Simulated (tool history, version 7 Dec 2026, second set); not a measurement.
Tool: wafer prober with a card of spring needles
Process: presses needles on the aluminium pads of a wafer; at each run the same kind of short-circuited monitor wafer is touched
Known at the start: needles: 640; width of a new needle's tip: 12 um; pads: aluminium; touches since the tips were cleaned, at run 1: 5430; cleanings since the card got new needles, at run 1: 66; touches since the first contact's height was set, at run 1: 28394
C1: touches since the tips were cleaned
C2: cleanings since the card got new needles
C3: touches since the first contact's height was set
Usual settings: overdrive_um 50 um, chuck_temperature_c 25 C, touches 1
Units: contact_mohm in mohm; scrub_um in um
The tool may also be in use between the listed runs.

run 1 hour=0.0 | overdrive_um=50 chuck_temperature_c=25 touches=1 | C1=5430 C2=66 C3=28394 | contact_mohm=418 scrub_um=10.29
-- hour=20.9 tips cleaned on abrasive film
run 2 hour=52.2 | overdrive_um=38 chuck_temperature_c=25 touches=1 | C1=6490 C2=67 C3=39207 | contact_mohm=661 scrub_um=7.80
-- hour=65.4 tips cleaned on abrasive film
run 3 hour=97.1 | overdrive_um=50 chuck_temperature_c=25 touches=1 | C1=6590 C2=68 C3=48523 | contact_mohm=444 scrub_um=10.27
-- hour=111.6 tips cleaned on abrasive film
run 4 hour=130.1 | overdrive_um=50 chuck_temperature_c=25 touches=2 | C1=3839 C2=69 C3=55337 | contact_mohm=292 scrub_um=10.24
-- hour=155.2 tips cleaned on abrasive film
run 5 hour=173.1 | overdrive_um=50 chuck_temperature_c=25 touches=2 | C1=3724 C2=70 C3=64251 | contact_mohm=296 scrub_um=10.22
-- hour=178.3 height of the first contact set anew
-- hour=196.3 tips cleaned on abrasive film
run 6 hour=231.8 | overdrive_um=50 chuck_temperature_c=25 touches=2 | C1=7376 C2=71 C3=11089 | contact_mohm=343 scrub_um=10.14
-- hour=236.7 tips cleaned on abrasive film
run 7 hour=269.8 | overdrive_um=50 chuck_temperature_c=25 touches=2 | C1=6860 C2=72 C3=18945 | contact_mohm=337 scrub_um=10.10
-- hour=279.7 tips cleaned on abrasive film
-- hour=320.8 tips cleaned on abrasive film
run 8 hour=327.3 | overdrive_um=50 chuck_temperature_c=25 touches=2 | C1=1352 C2=74 C3=30853 | contact_mohm=216 scrub_um=10.07
-- hour=363.2 tips cleaned on abrasive film
run 9 hour=388.8 | overdrive_um=50 chuck_temperature_c=25 touches=2 | C1=5329 C2=75 C3=43598 | contact_mohm=313 scrub_um=10.05
-- hour=408.8 tips cleaned on abrasive film
run 10 hour=422.5 | overdrive_um=50 chuck_temperature_c=25 touches=1 | C1=2833 C2=76 C3=50564 | contact_mohm=389 scrub_um=10.03
-- hour=450.8 tips cleaned on abrasive film
-- hour=491.6 tips cleaned on abrasive film
-- hour=498.0 height of the first contact set anew
run 11 hour=499.3 | overdrive_um=50 chuck_temperature_c=25 touches=1 | C1=1531 C2=78 C3=272 | contact_mohm=307 scrub_um=10.34
-- hour=535.1 tips cleaned on abrasive film
run 12 hour=544.1 | overdrive_um=50 chuck_temperature_c=25 touches=1 | C1=1870 C2=79 C3=9567 | contact_mohm=307 scrub_um=10.32
-- hour=574.9 height of the first contact set anew, once more
-- hour=579.1 tips cleaned on abrasive film
run 13 hour=592.6 | overdrive_um=50 chuck_temperature_c=25 touches=1 | C1=2799 C2=80 C3=3651 | contact_mohm=355 scrub_um=10.31
-- hour=621.7 tips cleaned on abrasive film
run 14 hour=645.2 | overdrive_um=50 chuck_temperature_c=25 touches=1 | C1=4876 C2=81 C3=14540 | contact_mohm=425 scrub_um=10.31
-- hour=667.4 tips cleaned on abrasive film
run 15 hour=694.3 | overdrive_um=50 chuck_temperature_c=25 touches=1 | C1=5597 C2=82 C3=24726 | contact_mohm=429 scrub_um=10.29
-- hour=709.6 tips cleaned on abrasive film
run 16 hour=742.6 | overdrive_um=50 chuck_temperature_c=25 touches=1 | C1=6865 C2=83 C3=34736 | contact_mohm=471 scrub_um=10.29
-- hour=750.0 tips cleaned on abrasive film
run 17 hour=789.5 | overdrive_um=50 chuck_temperature_c=121 touches=3 | C1=8201 C2=84 C3=44438 | contact_mohm=264 scrub_um=10.24
-- hour=796.7 tips cleaned on abrasive film
run 18 hour=825.5 | overdrive_um=30 chuck_temperature_c=33 touches=3 | C1=5975 C2=85 C3=51896 | contact_mohm=466 scrub_um=6.09
-- hour=841.3 tips cleaned on abrasive film
-- hour=886.4 tips cleaned on abrasive film
-- hour=889.8 height of the first contact set anew
run 19 hour=889.8 | overdrive_um=30 chuck_temperature_c=33 touches=3 | C1=656 C2=87 C3=0 | contact_mohm=241 scrub_um=6.23
-- hour=928.3 tips cleaned on abrasive film
run 20 hour=958.4 | overdrive_um=30 chuck_temperature_c=113 touches=3 | C1=6250 C2=88 C3=14211 | contact_mohm=446 scrub_um=6.19
-- hour=968.8 tips cleaned on abrasive film
run 21 hour=994.3 | overdrive_um=50 chuck_temperature_c=45 touches=1 | C1=5298 C2=89 C3=21647 | contact_mohm=441 scrub_um=10.31
-- hour=1012.9 tips cleaned on abrasive film
-- hour=1053.6 tips cleaned on abrasive film
run 22 hour=1055.7 | overdrive_um=50 chuck_temperature_c=70 touches=2 | C1=424 C2=91 C3=34355 | contact_mohm=191 scrub_um=10.29
-- hour=1096.2 tips cleaned on abrasive film
run 23 hour=1130.8 | overdrive_um=50 chuck_temperature_c=70 touches=2 | C1=7191 C2=92 C3=49936 | contact_mohm=335 scrub_um=10.26
-- hour=1137.3 tips cleaned on abrasive film
-- hour=1181.1 tips cleaned on abrasive film
run 24 hour=1198.4 | overdrive_um=50 chuck_temperature_c=70 touches=2 | C1=3588 C2=94 C3=63924 | contact_mohm=299 scrub_um=10.23
-- hour=1210.3 height of the first contact set anew
-- hour=1222.9 tips cleaned on abrasive film
-- hour=1264.9 tips cleaned on abrasive film
run 25 hour=1270.0 | overdrive_um=35 chuck_temperature_c=59 touches=2 | C1=1068 C2=96 C3=12367 | contact_mohm=318 scrub_um=7.19
-- hour=1308.0 tips cleaned on abrasive film
run 26 hour=1313.1 | overdrive_um=34 chuck_temperature_c=25 touches=3 | C1=1045 C2=97 C3=21283 | contact_mohm=256 scrub_um=6.96
-- hour=1348.5 tips cleaned on abrasive film
-- hour=1392.2 tips cleaned on abrasive film
run 27 hour=1392.2 | overdrive_um=50 chuck_temperature_c=44 touches=1 | C1=0 C2=99 C3=37665 | contact_mohm=167 scrub_um=10.24
-- hour=1437.9 tips cleaned on abrasive film
run 28 hour=1463.4 | overdrive_um=50 chuck_temperature_c=44 touches=1 | C1=5299 C2=100 C3=52427 | contact_mohm=454 scrub_um=10.25
-- hour=1481.7 tips cleaned on abrasive film
run 29 hour=1512.3 | overdrive_um=50 chuck_temperature_c=44 touches=1 | C1=6353 C2=101 C3=62563 | contact_mohm=482 scrub_um=10.21
-- hour=1524.5 tips cleaned on abrasive film
-- hour=1528.7 height of the first contact set anew
-- hour=1566.5 tips cleaned on abrasive film
run 30 hour=1566.5 | overdrive_um=50 chuck_temperature_c=44 touches=1 | C1=0 C2=103 C3=7818 | contact_mohm=175 scrub_um=10.34
run 31 hour=1603.8 | overdrive_um=68 chuck_temperature_c=52 touches=1 | C1=7749 C2=103 C3=15567 | contact_mohm=329 scrub_um=14.06
-- hour=1608.6 tips cleaned on abrasive film
run 32 hour=1643.2 | overdrive_um=41 chuck_temperature_c=25 touches=2 | C1=7178 C2=104 C3=23719 | contact_mohm=464 scrub_um=8.44

3 ways to go on from here, each from the tool as it stands after run 32. What would each give?
-- hour=1654.9 tips cleaned on abrasive film
run A hour=1688.4 | overdrive_um=36 chuck_temperature_c=114 touches=2 | C1=6966 C2=105 C3=33092 | contact_mohm=? scrub_um=?
-- hour=1654.9 tips cleaned on abrasive film
run B hour=1688.4 | overdrive_um=50 chuck_temperature_c=25 touches=3 | C1=6966 C2=105 C3=33092 | contact_mohm=? scrub_um=?
-- hour=1654.9 tips cleaned on abrasive film
run C hour=1688.4 | overdrive_um=67 chuck_temperature_c=110 touches=2 | C1=6966 C2=105 C3=33092 | contact_mohm=? scrub_um=?

run=A contact_mohm=518 scrub_um=7.38
run=B contact_mohm=268 scrub_um=10.28
run=C contact_mohm=253 scrub_um=13.79
Without the tool's hidden state the same runs would have given:
run=A contact_mohm=160 scrub_um=7.43
run=B contact_mohm=133 scrub_um=10.33
run=C contact_mohm=140 scrub_um=13.84
